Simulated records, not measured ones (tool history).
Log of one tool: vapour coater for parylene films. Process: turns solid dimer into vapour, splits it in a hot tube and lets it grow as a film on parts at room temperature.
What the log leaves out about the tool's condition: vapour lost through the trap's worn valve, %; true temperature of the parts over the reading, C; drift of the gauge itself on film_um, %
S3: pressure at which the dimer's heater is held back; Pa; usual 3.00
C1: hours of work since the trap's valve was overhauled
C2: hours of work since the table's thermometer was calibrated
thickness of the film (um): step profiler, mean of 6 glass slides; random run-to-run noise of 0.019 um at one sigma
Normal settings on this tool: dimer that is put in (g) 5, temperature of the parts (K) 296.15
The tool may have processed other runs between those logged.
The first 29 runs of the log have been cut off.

Run 30, hour 1067.0: usual settings but dimer that is put in (g) 8, S3 2.51 Pa; C1 147; C2 385. Result: thickness of the film (um) 4.87.
Run 31, hour 1097.3: usual settings but dimer that is put in (g) 4, temperature of the parts (K) 293.15, S3 2.51 Pa; C1 169; C2 407. Result: thickness of the film (um) 2.80.
Run 32, hour 1129.6: usual settings but dimer that is put in (g) 4, temperature of the parts (K) 293.15, S3 2.51 Pa; C1 193; C2 431. Result: thickness of the film (um) 2.85.
Run 33, hour 1152.5: usual settings but dimer that is put in (g) 4, temperature of the parts (K) 299.15, S3 7.75 Pa; C1 210; C2 448. Result: thickness of the film (um) 1.80.
Run 34, hour 1181.3: usual settings but dimer that is put in (g) 4, temperature of the parts (K) 298.15, S3 4.12 Pa; C1 231; C2 469. Result: thickness of the film (um) 2.05.
Run 35, hour 1222.1: usual settings but dimer that is put in (g) 4, temperature of the parts (K) 298.15, S3 4.12 Pa; C1 260; C2 498. Result: thickness of the film (um) 2.07.
Run 36, hour 1264.8: usual settings but dimer that is put in (g) 4, temperature of the parts (K) 305.15; C1 292; C2 530. Result: thickness of the film (um) 1.55.
Run 37, hour 1298.4: usual settings but dimer that is put in (g) 8, temperature of the parts (K) 299.15; C1 316; C2 554. Result: thickness of the film (um) 4.07.
Run 38, hour 1334.9: usual settings but S3 2.19 Pa; C1 343; C2 581. Result: thickness of the film (um) 3.05.
Run 39, hour 1375.4: usual settings but temperature of the parts (K) 295.15, S3 3.53 Pa; C1 372; C2 610. Result: thickness of the film (um) 3.00.
Run 40, hour 1414.7: usual settings but dimer that is put in (g) 6, temperature of the parts (K) 303.15, S3 3.34 Pa; C1 401; C2 639. Result: thickness of the film (um) 2.51.
Run 41, hour 1455.2: usual settings but dimer that is put in (g) 6, temperature of the parts (K) 303.15, S3 3.34 Pa; C1 430; C2 668. Result: thickness of the film (um) 2.46.
At hour 1473.3: trap's valve overhauled.
Run 42, hour 1492.4: usual settings but dimer that is put in (g) 3, temperature of the parts (K) 291.15, S3 11.21 Pa; C1 14; C2 693. Result: thickness of the film (um) 1.92.
Run 43, hour 1516.1: usual settings but dimer that is put in (g) 6, temperature of the parts (K) 291.15, S3 2.89 Pa; C1 31; C2 710. Result: thickness of the film (um) 4.69.
Run 44, hour 1551.2: usual settings but S3 2.72 Pa; C1 57; C2 735. Result: thickness of the film (um) 3.08.
Run 45, hour 1576.9: usual settings but S3 2.72 Pa; C1 76; C2 754. Result: thickness of the film (um) 3.13.
Run 46, hour 1608.2: usual settings but dimer that is put in (g) 3, S3 4.02 Pa; C1 98; C2 777. Result: thickness of the film (um) 1.71.

Predict each of these 4 candidate next runs independently; none follows another, all start after run 46:
Run A, hour 1659.1: usual settings but S3 4.34 Pa; C1 135; C2 814. Result: thickness of the film (um) ?.
Run B, hour 1659.1: usual settings but dimer that is put in (g) 3, temperature of the parts (K) 288.15, S3 4.46 Pa; C1 135; C2 814. Result: thickness of the film (um) ?.
Run C, hour 1659.1: usual settings but dimer that is put in (g) 8, temperature of the parts (K) 289.15; C1 135; C2 814. Result: thickness of the film (um) ?.
Run D, hour 1659.1: usual settings but temperature of the parts (K) 306.15, S3 11.06 Pa; C1 135; C2 814. Result: thickness of the film (um) ?.

run  thickness of the film (um)
  A                        2.86
  B                        2.53
  C                        6.78
  D                        1.58
With the hidden condition removed and each run's random variation left untouched, the same runs would have given:
run  thickness of the film (um)
  A                        2.81
  B                        2.49
  C                        6.68
  D                        1.55
